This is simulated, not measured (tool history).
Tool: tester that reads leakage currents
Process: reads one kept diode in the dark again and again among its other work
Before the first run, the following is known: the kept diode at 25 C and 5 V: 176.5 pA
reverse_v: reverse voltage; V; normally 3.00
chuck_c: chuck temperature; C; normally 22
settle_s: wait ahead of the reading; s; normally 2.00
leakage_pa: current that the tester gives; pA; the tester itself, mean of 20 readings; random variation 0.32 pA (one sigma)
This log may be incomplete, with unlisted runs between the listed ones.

{"run": 1, "hour": 0.0, "reverse_v": 3.0, "chuck_c": 22, "settle_s": 2.0, "leakage_pa": 110.85}
{"run": 2, "hour": 113.0, "reverse_v": 3.0, "chuck_c": 22, "settle_s": 2.0, "leakage_pa": 111.56}
{"run": 3, "hour": 229.4, "reverse_v": 3.0, "chuck_c": 22, "settle_s": 2.0, "leakage_pa": 112.69}
{"run": 4, "hour": 342.3, "reverse_v": 3.0, "chuck_c": 22, "settle_s": 2.0, "leakage_pa": 112.57}
{"run": 5, "hour": 492.6, "reverse_v": 3.0, "chuck_c": 22, "settle_s": 5.46, "leakage_pa": 113.07}
{"run": 6, "hour": 556.3, "reverse_v": 3.0, "chuck_c": 22, "settle_s": 5.46, "leakage_pa": 113.96}
{"run": 7, "hour": 673.0, "reverse_v": 3.0, "chuck_c": 55, "settle_s": 2.0, "leakage_pa": 1959.08}
{"run": 8, "hour": 811.2, "reverse_v": 3.0, "chuck_c": 38, "settle_s": 2.0, "leakage_pa": 488.13}
{"run": 9, "hour": 945.8, "reverse_v": 3.0, "chuck_c": 38, "settle_s": 2.0, "leakage_pa": 491.04}
{"run": 10, "hour": 1094.8, "reverse_v": 3.0, "chuck_c": 38, "settle_s": 0.61, "leakage_pa": 495.06}
{"run": 11, "hour": 1219.8, "reverse_v": 3.0, "chuck_c": 38, "settle_s": 0.61, "leakage_pa": 493.91}
{"run": 12, "hour": 1291.8, "reverse_v": 3.0, "chuck_c": 22, "settle_s": 2.0, "leakage_pa": 117.64}
{"run": 13, "hour": 1410.9, "reverse_v": 3.0, "chuck_c": 22, "settle_s": 2.0, "leakage_pa": 118.23}
{"run": 14, "hour": 1554.2, "reverse_v": 3.0, "chuck_c": 22, "settle_s": 2.0, "leakage_pa": 118.91}
{"hour": 1563.9, "done": "probe card cleaned and baked"}
{"run": 15, "hour": 1664.2, "reverse_v": 3.0, "chuck_c": 22, "settle_s": 2.0, "leakage_pa": 120.96}
{"hour": 1730.0, "done": "chuck's temperature calibrated"}
{"run": 16, "hour": 1784.6, "reverse_v": 3.0, "chuck_c": 22, "settle_s": 2.0, "leakage_pa": 110.29}
{"hour": 1847.0, "done": "probe card cleaned and baked, once more"}
{"run": 17, "hour": 1938.5, "reverse_v": 3.0, "chuck_c": 22, "settle_s": 2.0, "leakage_pa": 105.13}
{"run": 18, "hour": 2071.7, "reverse_v": 3.45, "chuck_c": 24, "settle_s": 2.67, "leakage_pa": 137.66}
{"run": 19, "hour": 2166.2, "reverse_v": 12.84, "chuck_c": 20, "settle_s": 3.56, "leakage_pa": 171.59}
{"run": 20, "hour": 2255.2, "reverse_v": 12.84, "chuck_c": 20, "settle_s": 3.56, "leakage_pa": 172.5}
{"run": 21, "hour": 2395.8, "reverse_v": 12.84, "chuck_c": 20, "settle_s": 3.56, "leakage_pa": 173.46}
{"run": 22, "hour": 2499.6, "reverse_v": 12.84, "chuck_c": 20, "settle_s": 3.56, "leakage_pa": 175.86}
{"run": 23, "hour": 2587.6, "reverse_v": 11.48, "chuck_c": 56, "settle_s": 1.32, "leakage_pa": 3801.35}
{"run": 24, "hour": 2649.0, "reverse_v": 11.48, "chuck_c": 56, "settle_s": 1.32, "leakage_pa": 3826.83}
{"run": 25, "hour": 2711.2, "reverse_v": 2.85, "chuck_c": 25, "settle_s": 6.23, "leakage_pa": 142.12}
{"run": 26, "hour": 2781.9, "reverse_v": 15.44, "chuck_c": 60, "settle_s": 0.36, "leakage_pa": 6008.91}
{"run": 27, "hour": 2926.8, "reverse_v": 15.44, "chuck_c": 43, "settle_s": 0.66, "leakage_pa": 1549.74}
{"run": 28, "hour": 3029.8, "reverse_v": 4.2, "chuck_c": 22, "settle_s": 2.0, "leakage_pa": 129.6}
{"run": 29, "hour": 3140.7, "reverse_v": 3.5, "chuck_c": 23, "settle_s": 2.0, "leakage_pa": 131.25}
{"run": 30, "hour": 3272.6, "reverse_v": 19.56, "chuck_c": 29, "settle_s": 0.36, "leakage_pa": 518.15}
{"run": 31, "hour": 3385.8, "reverse_v": 19.56, "chuck_c": 36, "settle_s": 0.33, "leakage_pa": 964.35}
{"run": 32, "hour": 3528.6, "reverse_v": 1.43, "chuck_c": 58, "settle_s": 0.74, "leakage_pa": 1751.29}
{"run": 33, "hour": 3590.2, "reverse_v": 7.01, "chuck_c": 22, "settle_s": 2.0, "leakage_pa": 168.57}
{"run": 34, "hour": 3723.4, "reverse_v": 7.01, "chuck_c": 22, "settle_s": 2.0, "leakage_pa": 170.72}

Consider 4 possible next runs. They are alternatives, not a sequence: every one starts from the tool as it was left by run 34. What does each give?
{"run": "A", "hour": 3798.4, "reverse_v": 3.0, "chuck_c": 29, "settle_s": 2.0, "leakage_pa": "?"}
{"run": "B", "hour": 3798.4, "reverse_v": 2.39, "chuck_c": 30, "settle_s": 2.87, "leakage_pa": "?"}
{"run": "C", "hour": 3798.4, "reverse_v": 3.0, "chuck_c": 51, "settle_s": 2.0, "leakage_pa": "?"}
{"run": "D", "hour": 3798.4, "reverse_v": 1.51, "chuck_c": 28, "settle_s": 0.38, "leakage_pa": "?"}

run=A leakage_pa=219.23
run=B leakage_pa=216.51
run=C leakage_pa=1440.89
run=D leakage_pa=145.97
The same runs, with their run-to-run variation unchanged, on a tool lacking any hidden condition would have given:
run=A leakage_pa=202.95
run=B leakage_pa=200.79
run=C leakage_pa=1354.53
run=D leakage_pa=135.31
